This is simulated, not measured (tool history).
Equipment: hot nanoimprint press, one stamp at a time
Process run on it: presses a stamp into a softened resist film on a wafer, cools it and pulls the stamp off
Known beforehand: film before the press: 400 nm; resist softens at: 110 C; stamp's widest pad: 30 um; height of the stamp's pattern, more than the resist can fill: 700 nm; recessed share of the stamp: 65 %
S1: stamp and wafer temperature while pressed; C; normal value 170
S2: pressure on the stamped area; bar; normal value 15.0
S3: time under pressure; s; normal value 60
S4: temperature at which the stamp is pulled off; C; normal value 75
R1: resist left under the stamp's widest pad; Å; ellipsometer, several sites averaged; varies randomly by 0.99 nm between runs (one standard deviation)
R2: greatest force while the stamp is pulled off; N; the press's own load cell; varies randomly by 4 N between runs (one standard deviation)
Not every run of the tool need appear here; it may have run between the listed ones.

Run 1, day 0.000: usual settings. Result: R1 1425 Å, R2 195 N.
Run 2, day 0.238: usual settings. Result: R1 1411 Å, R2 196 N.
Run 3, day 0.604: usual settings. Result: R1 1418 Å, R2 194 N.
Run 4, day 0.925: usual settings. Result: R1 1419 Å, R2 195 N.
Run 5, day 1.150: usual settings but S2 9.0 bar. Result: R1 1820 Å, R2 190 N.
Run 6, day 1.383: usual settings but S2 9.0 bar. Result: R1 1814 Å, R2 190 N.
Run 7, day 1.638: usual settings but S2 9.0 bar. Result: R1 1817 Å, R2 197 N.
Run 8, day 1.846: usual settings but S2 20.3 bar. Result: R1 1227 Å, R2 196 N.
Run 9, day 2.038: usual settings but S2 20.3 bar, S3 73 s. Result: R1 1125 Å, R2 201 N.
Run 10, day 2.396: usual settings but S2 20.3 bar, S3 73 s. Result: R1 1120 Å, R2 199 N.
Run 11, day 2.646: usual settings. Result: R1 1423 Å, R2 197 N.
Run 12, day 2.983: usual settings. Result: R1 1424 Å, R2 198 N.
At day 3.254: stamp cleaned and given a new release coat.
Run 13, day 3.517: usual settings but S2 13.7 bar. Result: R1 1500 Å, R2 197 N.
Run 14, day 3.783: usual settings but S2 13.7 bar. Result: R1 1503 Å, R2 198 N.
Run 15, day 4.071: usual settings but S2 13.7 bar. Result: R1 1484 Å, R2 192 N.
Run 16, day 4.375: usual settings but S2 21.5 bar. Result: R1 1203 Å, R2 190 N.
Run 17, day 4.767: usual settings but S1 165 C, S2 17.1 bar, S3 46 s, S4 74 C. Result: R1 2043 Å, R2 198 N.
Run 18, day 4.992: usual settings but S1 165 C, S2 17.1 bar, S3 46 s, S4 74 C. Result: R1 2020 Å, R2 202 N.
Run 19, day 5.358: usual settings but S1 159 C, S2 17.1 bar, S3 46 s, S4 74 C. Result: R1 2805 Å, R2 200 N.
Run 20, day 5.579: usual settings but S1 159 C, S2 11.1 bar, S3 47 s, S4 78 C. Result: R1 3100 Å, R2 177 N.
Run 21, day 5.854: usual settings but S4 72 C. Result: R1 1430 Å, R2 209 N.
Run 22, day 6.129: usual settings but S4 72 C. Result: R1 1416 Å, R2 206 N.
Run 23, day 6.404: usual settings but S4 72 C. Result: R1 1404 Å, R2 212 N.
Run 24, day 6.742: usual settings but S3 38 s, S4 72 C. Result: R1 1722 Å, R2 207 N.
Run 25, day 7.096: usual settings but S1 159 C, S2 12.1 bar, S3 38 s, S4 72 C. Result: R1 3176 Å, R2 198 N.
Run 26, day 7.338: usual settings but S1 159 C, S2 12.1 bar, S3 38 s, S4 72 C. Result: R1 3158 Å, R2 212 N.
Run 27, day 7.733: usual settings but S2 17.7 bar, S4 70 C. Result: R1 1297 Å, R2 219 N.
Run 28, day 8.058: usual settings but S2 14.9 bar, S3 75 s. Result: R1 1303 Å, R2 189 N.
Run 29, day 8.417: usual settings but S1 181 C, S3 85 s. Result: R1 623 Å, R2 191 N.

Predict each of these 5 candidate next runs independently; none follows another, all start after run 29:
Run A, day 8.604: usual settings but S1 162 C, S3 91 s. Result: R1 ?, R2 ?.
Run B, day 8.604: usual settings but S1 181 C, S2 10.4 bar, S3 48 s. Result: R1 ?, R2 ?.
Run C, day 8.604: usual settings but S1 181 C, S3 47 s, S4 67 C. Result: R1 ?, R2 ?.
Run D, day 8.604: usual settings but S1 173 C, S2 13.9 bar, S3 85 s. Result: R1 ?, R2 ?.
Run E, day 8.604: usual settings but S1 164 C, S2 11.7 bar, S3 85 s. Result: R1 ?, R2 ?.

run    R1   R2
  A  1995  196
  B   969  190
  C   820  235
  D  1049  190
  E  2017  191
Had the tool no hidden state, the same runs would have come out as:
run    R1   R2
  A  1991  195
  B   967  189
  C   819  235
  D  1047  190
  E  2013  190

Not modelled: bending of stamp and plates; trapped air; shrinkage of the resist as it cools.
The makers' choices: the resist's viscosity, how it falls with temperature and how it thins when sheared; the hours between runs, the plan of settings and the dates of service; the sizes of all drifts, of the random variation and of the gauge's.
